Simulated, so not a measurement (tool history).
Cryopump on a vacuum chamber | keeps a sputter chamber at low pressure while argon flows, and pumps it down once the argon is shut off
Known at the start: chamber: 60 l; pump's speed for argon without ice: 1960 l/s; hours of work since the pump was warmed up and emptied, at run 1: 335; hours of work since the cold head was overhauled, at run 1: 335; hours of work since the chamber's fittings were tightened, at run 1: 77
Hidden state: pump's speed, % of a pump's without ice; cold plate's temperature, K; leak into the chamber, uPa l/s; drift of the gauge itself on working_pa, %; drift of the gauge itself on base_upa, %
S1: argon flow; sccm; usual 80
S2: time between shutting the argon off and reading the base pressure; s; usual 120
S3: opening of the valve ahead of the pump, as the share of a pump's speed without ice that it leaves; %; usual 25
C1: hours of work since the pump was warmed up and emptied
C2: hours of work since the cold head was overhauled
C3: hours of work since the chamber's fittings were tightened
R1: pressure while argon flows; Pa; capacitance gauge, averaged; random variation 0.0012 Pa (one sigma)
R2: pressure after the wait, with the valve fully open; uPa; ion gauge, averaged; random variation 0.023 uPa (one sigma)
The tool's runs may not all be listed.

run    hour   S1   S2  S3   C1    C2    C3      R1    R2
  1     0.0   80  120  25  335   335    77  0.2959  0.85
  2    43.6   80  120  34  355   355    97  0.2248  0.90
  3   118.9   80  120  34  388   388   130  0.2262  0.91
  4   218.8   80   50  25  432   432   174  0.3013  1.74
  5   314.0   80   50  25  474   474   216  0.3046  1.81
  6   395.6  159   50  25  510   510   252  0.6149  1.85
  7   476.5  160  120  25  546   546   288  0.6279  1.11
      534.3  -- pump warmed up, emptied and cooled again
  8   577.3  160  120  25   19   588   330  0.5547  1.00
  9   667.8  160  120  25   59   628   370  0.5531  1.00
 10   766.2   54  120  25  103   672   414  0.1900  1.07
 11   819.5   54  120  25  126   696   437  0.1893  1.06
 12   916.2   54  120  25  169   738   480  0.1912  1.20
 13   996.6   54  120  25  204   774   516  0.1927  1.27
 14  1091.7   54  120  25  246   816   558  0.1933  1.20
 15  1142.0   80   22  25  269   838   580  0.2876  3.80
 16  1221.7   80   22  25  304   873   615  0.2932  3.83
 17  1319.7   80   22  25  347   917   658  0.2938  3.83
 18  1380.5   80  120  25  374   944   685  0.2962  1.43
 19  1464.9   80  120  25  411   981   723  0.2988  1.49
 20  1551.4   80  120  25  450  1019   761  0.3023  1.61
 21  1608.2   85   67  31  475  1044   786  0.2653  1.98
 22  1650.9   53   23  60  494  1063   805  0.0951  4.04
 23  1720.8  127  207  22  524  1094   836  0.5486  1.44
 24  1765.0  109  184  25  544  1114   855  0.4223  1.53
 25  1816.8   57  120  34  567  1136   878  0.1687  1.84
     1826.1  -- pump warmed up, emptied and cooled again
 26  1900.7   39  224  15   33  1171   913  0.2255  1.18
 27  1982.5   39   21  19   69  1207   949  0.1788  4.07
 28  2038.4   39   21  19   94  1232   974  0.1800  4.12
 29  2106.8   39   21  19  124  1262  1004  0.1820  4.15
 30  2174.5   94   29  33  154  1292  1034  0.2569  3.33
 31  2275.3   84   29  20  199  1337  1079  0.3734  3.50
 32  2359.4   41  120  29  236  1374  1116  0.1299  1.80
 33  2403.0   63   56  29  255  1393  1135  0.1973  2.45
 34  2499.0  108   63  23  297  1436  1178  0.4307  2.35
 35  2589.8   47  120  57  338  1476  1218  0.0830  1.95

Hidden state or all else? Some run-to-run changes of R1, split into what the settings, what came in and random variation would give without the hidden state, and what is left for the hidden state (with any gauge scatter that isn't in both results):
Run 5 -> 6: S1 80 -> 159. R1 +0.3103 Pa: hidden state +0.0359, all else +0.2744.
Run 7 -> 8: pump warmed up, emptied and cooled again. R1 -0.0732 Pa: hidden state -0.0697, all else -0.0035.
Run 9 -> 10: S1 160 -> 54. R1 -0.3631 Pa: hidden state -0.0028, all else -0.3603.
Run 22 -> 23: S1 53 -> 127, S2 23 -> 207, S3 60 -> 22. R1 +0.4535 Pa: hidden state +0.0309, all else +0.4226.
Run 34 -> 35: S1 108 -> 47, S2 63 -> 120, S3 23 -> 57. R1 -0.3477 Pa: hidden state -0.0114, all else -0.3363.
